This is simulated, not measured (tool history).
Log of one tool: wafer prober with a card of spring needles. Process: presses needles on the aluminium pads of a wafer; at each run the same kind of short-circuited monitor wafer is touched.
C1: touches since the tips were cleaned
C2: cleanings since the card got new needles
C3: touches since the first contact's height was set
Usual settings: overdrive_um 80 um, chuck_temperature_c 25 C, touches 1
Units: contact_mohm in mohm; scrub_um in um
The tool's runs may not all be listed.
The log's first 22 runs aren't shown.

Run 23, hour 248.1: usual settings but overdrive_um 75 um, chuck_temperature_c 32 C, touches 2; C1 4059; C2 48; C3 15916. Result: contact_mohm 308 mohm, scrub_um 16.19 um.
At hour 250.4: tips cleaned on abrasive film.
Run 24, hour 258.1: usual settings but overdrive_um 91 um; C1 4052; C2 49; C3 21101. Result: contact_mohm 329 mohm, scrub_um 19.74 um.
At hour 259.6: tips cleaned on abrasive film.
Run 25, hour 267.9: usual settings but overdrive_um 86 um, chuck_temperature_c 39 C; C1 4372; C2 50; C3 26185. Result: contact_mohm 344 mohm, scrub_um 18.52 um.
At hour 269.3: tips cleaned on abrasive film.
At hour 278.8: tips cleaned on abrasive film.
Run 26, hour 280.6: usual settings but overdrive_um 86 um, chuck_temperature_c 39 C; C1 954; C2 52; C3 32712. Result: contact_mohm 262 mohm, scrub_um 18.51 um.
At hour 288.2: tips cleaned on abrasive film.
Run 27, hour 293.6: usual settings but overdrive_um 73 um, chuck_temperature_c 68 C, touches 3; C1 2832; C2 53; C3 39445. Result: contact_mohm 275 mohm, scrub_um 15.58 um.
At hour 297.8: tips cleaned on abrasive film.
Run 28, hour 302.1: usual settings but overdrive_um 75 um, chuck_temperature_c 47 C, touches 3; C1 2222; C2 54; C3 43838. Result: contact_mohm 260 mohm, scrub_um 16.07 um.
At hour 306.9: tips cleaned on abrasive film.
Run 29, hour 311.7: usual settings but overdrive_um 75 um, chuck_temperature_c 47 C, touches 3; C1 2502; C2 55; C3 48815. Result: contact_mohm 263 mohm, scrub_um 16.11 um.
At hour 317.0: tips cleaned on abrasive film.
Run 30, hour 318.4: usual settings but overdrive_um 75 um, chuck_temperature_c 47 C, touches 3; C1 732; C2 56; C3 52257. Result: contact_mohm 242 mohm, scrub_um 16.14 um.
At hour 326.3: tips cleaned on abrasive film.
Run 31, hour 331.4: usual settings but overdrive_um 79 um; C1 2678; C2 57; C3 59006. Result: contact_mohm 330 mohm, scrub_um 16.97 um.

3 ways to go on from here, each from the tool as it stands after run 31. What would each give?
At hour 335.7: tips cleaned on abrasive film.
At hour 345.1: tips cleaned on abrasive film.
Run A, hour 345.1: usual settings but overdrive_um 77 um; C1 0; C2 59; C3 66049. Result: contact_mohm ?, scrub_um ?.
At hour 335.7: tips cleaned on abrasive film.
At hour 345.1: tips cleaned on abrasive film.
Run B, hour 345.1: usual settings but overdrive_um 96 um; C1 0; C2 59; C3 66049. Result: contact_mohm ?, scrub_um ?.
At hour 335.7: tips cleaned on abrasive film.
At hour 345.1: tips cleaned on abrasive film.
Run C, hour 345.1: usual settings but overdrive_um 73 um, chuck_temperature_c 56 C; C1 0; C2 59; C3 66049. Result: contact_mohm ?, scrub_um ?.

run  contact_mohm  scrub_um
  A           230     16.43
  B           225     20.73
  C           241     15.73
Without the tool's hidden state the same runs would have given:
run  contact_mohm  scrub_um
  A           213     16.60
  B           213     20.91
  C           223     15.91
